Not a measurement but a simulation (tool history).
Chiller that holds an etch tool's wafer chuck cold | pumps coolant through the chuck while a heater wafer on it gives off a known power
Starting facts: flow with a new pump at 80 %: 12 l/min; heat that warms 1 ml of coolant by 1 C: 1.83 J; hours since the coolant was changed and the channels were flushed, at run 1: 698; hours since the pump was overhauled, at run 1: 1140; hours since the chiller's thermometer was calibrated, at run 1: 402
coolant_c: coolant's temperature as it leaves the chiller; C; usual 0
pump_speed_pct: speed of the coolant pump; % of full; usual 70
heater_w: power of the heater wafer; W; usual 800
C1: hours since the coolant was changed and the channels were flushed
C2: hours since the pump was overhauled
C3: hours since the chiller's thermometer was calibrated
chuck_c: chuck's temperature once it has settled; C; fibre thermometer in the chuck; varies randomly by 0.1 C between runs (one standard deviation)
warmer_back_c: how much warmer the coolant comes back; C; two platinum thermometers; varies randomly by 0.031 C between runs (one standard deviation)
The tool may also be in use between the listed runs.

run 1 day=0.000 | coolant_c=0 pump_speed_pct=70 heater_w=800 | C1=698 C2=1140 C3=402 | chuck_c=6.3 warmer_back_c=2.59
run 2 day=3.971 | coolant_c=0 pump_speed_pct=70 heater_w=479 | C1=793 C2=1235 C3=498 | chuck_c=3.7 warmer_back_c=1.55
run 3 day=5.829 | coolant_c=8 pump_speed_pct=70 heater_w=800 | C1=838 C2=1280 C3=542 | chuck_c=14.2 warmer_back_c=2.57
run 4 day=9.738 | coolant_c=8 pump_speed_pct=70 heater_w=800 | C1=931 C2=1374 C3=636 | chuck_c=14.2 warmer_back_c=2.57
run 5 day=13.567 | coolant_c=0 pump_speed_pct=64 heater_w=800 | C1=1023 C2=1465 C3=728 | chuck_c=6.9 warmer_back_c=2.89
run 6 day=17.683 | coolant_c=0 pump_speed_pct=64 heater_w=800 | C1=1122 C2=1564 C3=827 | chuck_c=6.8 warmer_back_c=2.87
run 7 day=20.200 | coolant_c=0 pump_speed_pct=64 heater_w=800 | C1=1182 C2=1625 C3=887 | chuck_c=6.9 warmer_back_c=2.94
run 8 day=23.646 | coolant_c=0 pump_speed_pct=64 heater_w=800 | C1=1265 C2=1707 C3=970 | chuck_c=7.0 warmer_back_c=2.92
run 9 day=26.133 | coolant_c=0 pump_speed_pct=64 heater_w=800 | C1=1325 C2=1767 C3=1029 | chuck_c=6.7 warmer_back_c=2.82
run 10 day=28.821 | coolant_c=0 pump_speed_pct=64 heater_w=800 | C1=1389 C2=1832 C3=1094 | chuck_c=7.1 warmer_back_c=2.95
run 11 day=31.550 | coolant_c=0 pump_speed_pct=70 heater_w=800 | C1=1455 C2=1897 C3=1160 | chuck_c=6.4 warmer_back_c=2.61
run 12 day=33.633 | coolant_c=0 pump_speed_pct=70 heater_w=800 | C1=1505 C2=1947 C3=1209 | chuck_c=6.1 warmer_back_c=2.66
-- day=33.954 chiller's thermometer calibrated
run 13 day=36.225 | coolant_c=0 pump_speed_pct=70 heater_w=800 | C1=1566 C2=2008 C3=54 | chuck_c=6.1 warmer_back_c=2.67
run 14 day=39.425 | coolant_c=0 pump_speed_pct=70 heater_w=800 | C1=1643 C2=2085 C3=131 | chuck_c=6.4 warmer_back_c=2.66
-- day=40.479 chiller's thermometer calibrated, once more
run 15 day=41.812 | coolant_c=0 pump_speed_pct=70 heater_w=800 | C1=1699 C2=2141 C3=32 | chuck_c=6.5 warmer_back_c=2.70
run 16 day=43.983 | coolant_c=0 pump_speed_pct=70 heater_w=800 | C1=1751 C2=2193 C3=84 | chuck_c=6.7 warmer_back_c=2.66
run 17 day=48.208 | coolant_c=-9 pump_speed_pct=70 heater_w=800 | C1=1853 C2=2295 C3=186 | chuck_c=-2.3 warmer_back_c=2.60
run 18 day=51.146 | coolant_c=0 pump_speed_pct=73 heater_w=1048 | C1=1923 C2=2365 C3=256 | chuck_c=8.6 warmer_back_c=3.31
run 19 day=55.546 | coolant_c=5 pump_speed_pct=77 heater_w=908 | C1=2029 C2=2471 C3=362 | chuck_c=12.0 warmer_back_c=2.70
run 20 day=58.554 | coolant_c=5 pump_speed_pct=77 heater_w=908 | C1=2101 C2=2543 C3=434 | chuck_c=11.9 warmer_back_c=2.74
run 21 day=60.679 | coolant_c=5 pump_speed_pct=77 heater_w=908 | C1=2152 C2=2594 C3=485 | chuck_c=12.0 warmer_back_c=2.72
run 22 day=65.092 | coolant_c=-7 pump_speed_pct=64 heater_w=800 | C1=2258 C2=2700 C3=591 | chuck_c=0.4 warmer_back_c=3.00
run 23 day=67.875 | coolant_c=0 pump_speed_pct=96 heater_w=557 | C1=2325 C2=2767 C3=657 | chuck_c=3.5 warmer_back_c=1.34
run 24 day=70.725 | coolant_c=9 pump_speed_pct=96 heater_w=557 | C1=2393 C2=2835 C3=726 | chuck_c=12.6 warmer_back_c=1.37
run 25 day=75.179 | coolant_c=-5 pump_speed_pct=63 heater_w=994 | C1=2500 C2=2942 C3=833 | chuck_c=4.3 warmer_back_c=3.80
run 26 day=77.933 | coolant_c=7 pump_speed_pct=92 heater_w=811 | C1=2566 C2=3008 C3=899 | chuck_c=12.2 warmer_back_c=2.00
run 27 day=79.954 | coolant_c=-5 pump_speed_pct=92 heater_w=565 | C1=2615 C2=3057 C3=947 | chuck_c=-1.4 warmer_back_c=1.38
run 28 day=84.396 | coolant_c=-9 pump_speed_pct=70 heater_w=800 | C1=2721 C2=3163 C3=1054 | chuck_c=-2.2 warmer_back_c=2.75
run 29 day=86.642 | coolant_c=-9 pump_speed_pct=70 heater_w=800 | C1=2775 C2=3217 C3=1108 | chuck_c=-2.2 warmer_back_c=2.75
run 30 day=90.275 | coolant_c=5 pump_speed_pct=73 heater_w=801 | C1=2862 C2=3304 C3=1195 | chuck_c=11.6 warmer_back_c=2.62
run 31 day=92.829 | coolant_c=0 pump_speed_pct=83 heater_w=800 | C1=2924 C2=3366 C3=1256 | chuck_c=5.8 warmer_back_c=2.23
run 32 day=96.029 | coolant_c=-2 pump_speed_pct=65 heater_w=478 | C1=3000 C2=3443 C3=1333 | chuck_c=2.4 warmer_back_c=1.80

Each run again, without the hidden state but with its own random variation kept:
The hidden state here: heat passed by the chuck's channels, % of clean ones'; flow at a given pump speed, % of a new pump's; coolant's true temperature over the reading, C; drift of the gauge itself on chuck_c, C; drift of the gauge itself on warmer_back_c, C.
run=1 chuck_c=6.1 warmer_back_c=2.52
run=2 chuck_c=3.7 warmer_back_c=1.51
run=3 chuck_c=14.0 warmer_back_c=2.49
run=4 chuck_c=14.0 warmer_back_c=2.49
run=5 chuck_c=6.6 warmer_back_c=2.79
run=6 chuck_c=6.5 warmer_back_c=2.77
run=7 chuck_c=6.6 warmer_back_c=2.84
run=8 chuck_c=6.7 warmer_back_c=2.81
run=9 chuck_c=6.4 warmer_back_c=2.70
run=10 chuck_c=6.8 warmer_back_c=2.83
run=11 chuck_c=6.1 warmer_back_c=2.50
run=12 chuck_c=5.8 warmer_back_c=2.54
run=13 chuck_c=6.0 warmer_back_c=2.55
run=14 chuck_c=6.3 warmer_back_c=2.54
run=15 chuck_c=5.9 warmer_back_c=2.57
run=16 chuck_c=6.1 warmer_back_c=2.54
run=17 chuck_c=-2.9 warmer_back_c=2.47
run=18 chuck_c=7.7 warmer_back_c=3.14
run=19 chuck_c=11.4 warmer_back_c=2.56
run=20 chuck_c=11.2 warmer_back_c=2.59
run=21 chuck_c=11.3 warmer_back_c=2.56
run=22 chuck_c=-0.3 warmer_back_c=2.83
run=23 chuck_c=3.2 warmer_back_c=1.26
run=24 chuck_c=12.3 warmer_back_c=1.28
run=25 chuck_c=3.3 warmer_back_c=3.56
run=26 chuck_c=11.7 warmer_back_c=1.87
run=27 chuck_c=-1.7 warmer_back_c=1.29
run=28 chuck_c=-2.9 warmer_back_c=2.56
run=29 chuck_c=-2.9 warmer_back_c=2.57
run=30 chuck_c=10.9 warmer_back_c=2.44
run=31 chuck_c=5.1 warmer_back_c=2.07
run=32 chuck_c=2.0 warmer_back_c=1.67
